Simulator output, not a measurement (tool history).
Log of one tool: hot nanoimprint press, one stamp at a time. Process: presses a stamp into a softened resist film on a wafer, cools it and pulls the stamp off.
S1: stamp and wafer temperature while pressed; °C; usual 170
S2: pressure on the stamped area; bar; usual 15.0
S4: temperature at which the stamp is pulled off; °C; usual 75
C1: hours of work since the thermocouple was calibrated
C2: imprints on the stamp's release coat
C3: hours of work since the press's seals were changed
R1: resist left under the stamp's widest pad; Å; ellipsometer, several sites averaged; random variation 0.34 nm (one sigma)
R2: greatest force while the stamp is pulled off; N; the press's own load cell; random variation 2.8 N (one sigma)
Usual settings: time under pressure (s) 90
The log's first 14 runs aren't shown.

{"run": 15, "hour": 402.2, "S1": 170, "S2": 15.0, "time under pressure (s)": 90, "S4": 75, "C1": 291, "C2": 831, "C3": 679, "R1": 1326, "R2": 168}
{"run": 16, "hour": 427.8, "S1": 170, "S2": 15.0, "time under pressure (s)": 90, "S4": 75, "C1": 303, "C2": 884, "C3": 690, "R1": 1329, "R2": 171}
{"run": 17, "hour": 446.7, "S1": 170, "S2": 15.0, "time under pressure (s)": 105, "S4": 75, "C1": 311, "C2": 922, "C3": 698, "R1": 1267, "R2": 175}
{"run": 18, "hour": 476.3, "S1": 170, "S2": 15.0, "time under pressure (s)": 105, "S4": 75, "C1": 324, "C2": 983, "C3": 711, "R1": 1262, "R2": 172}
{"run": 19, "hour": 508.6, "S1": 170, "S2": 15.0, "time under pressure (s)": 105, "S4": 75, "C1": 338, "C2": 1049, "C3": 726, "R1": 1264, "R2": 186}
{"hour": 521.9, "done": "plate thermocouple calibrated"}
{"run": 20, "hour": 548.1, "S1": 170, "S2": 9.3, "time under pressure (s)": 105, "S4": 75, "C1": 12, "C2": 1124, "C3": 742, "R1": 1605, "R2": 187}
{"run": 21, "hour": 582.5, "S1": 170, "S2": 20.9, "time under pressure (s)": 90, "S4": 75, "C1": 27, "C2": 1195, "C3": 757, "R1": 1181, "R2": 193}
{"run": 22, "hour": 605.5, "S1": 170, "S2": 15.0, "time under pressure (s)": 78, "S4": 75, "C1": 37, "C2": 1242, "C3": 767, "R1": 1438, "R2": 196}
{"run": 23, "hour": 630.9, "S1": 175, "S2": 12.2, "time under pressure (s)": 81, "S4": 80, "C1": 48, "C2": 1294, "C3": 778, "R1": 1319, "R2": 171}
{"run": 24, "hour": 661.5, "S1": 170, "S2": 15.0, "time under pressure (s)": 90, "S4": 69, "C1": 61, "C2": 1357, "C3": 791, "R1": 1376, "R2": 234}
{"run": 25, "hour": 693.0, "S1": 170, "S2": 15.0, "time under pressure (s)": 90, "S4": 69, "C1": 75, "C2": 1421, "C3": 805, "R1": 1371, "R2": 241}
{"run": 26, "hour": 711.2, "S1": 170, "S2": 15.0, "time under pressure (s)": 90, "S4": 69, "C1": 83, "C2": 1459, "C3": 813, "R1": 1380, "R2": 239}
{"run": 27, "hour": 732.1, "S1": 170, "S2": 15.0, "time under pressure (s)": 90, "S4": 69, "C1": 92, "C2": 1502, "C3": 822, "R1": 1367, "R2": 254}
{"run": 28, "hour": 763.3, "S1": 170, "S2": 11.4, "time under pressure (s)": 124, "S4": 75, "C1": 106, "C2": 1566, "C3": 836, "R1": 1402, "R2": 217}
{"run": 29, "hour": 792.1, "S1": 170, "S2": 11.4, "time under pressure (s)": 124, "S4": 75, "C1": 119, "C2": 1625, "C3": 849, "R1": 1400, "R2": 214}
{"run": 30, "hour": 811.6, "S1": 161, "S2": 15.0, "time under pressure (s)": 90, "S4": 71, "C1": 127, "C2": 1665, "C3": 857, "R1": 1817, "R2": 242}
{"run": 31, "hour": 836.4, "S1": 170, "S2": 15.0, "time under pressure (s)": 90, "S4": 81, "C1": 138, "C2": 1715, "C3": 868, "R1": 1370, "R2": 182}

3 ways to go on from here, each from the tool as it stands after run 31. What would each give?
{"run": "A", "hour": 863.6, "S1": 165, "S2": 15.0, "time under pressure (s)": 90, "S4": 80, "C1": 150, "C2": 1771, "C3": 880, "R1": "?", "R2": "?"}
{"run": "B", "hour": 863.6, "S1": 162, "S2": 15.0, "time under pressure (s)": 62, "S4": 83, "C1": 150, "C2": 1771, "C3": 880, "R1": "?", "R2": "?"}
{"run": "C", "hour": 863.6, "S1": 170, "S2": 15.0, "time under pressure (s)": 78, "S4": 69, "C1": 150, "C2": 1771, "C3": 880, "R1": "?", "R2": "?"}

run=A R1=1613 R2=203
run=B R1=1913 R2=174
run=C R1=1431 R2=259
Without the tool's hidden state the same runs would have given:
run=A R1=1612 R2=119
run=B R1=1912 R2=101
run=C R1=1429 R2=151
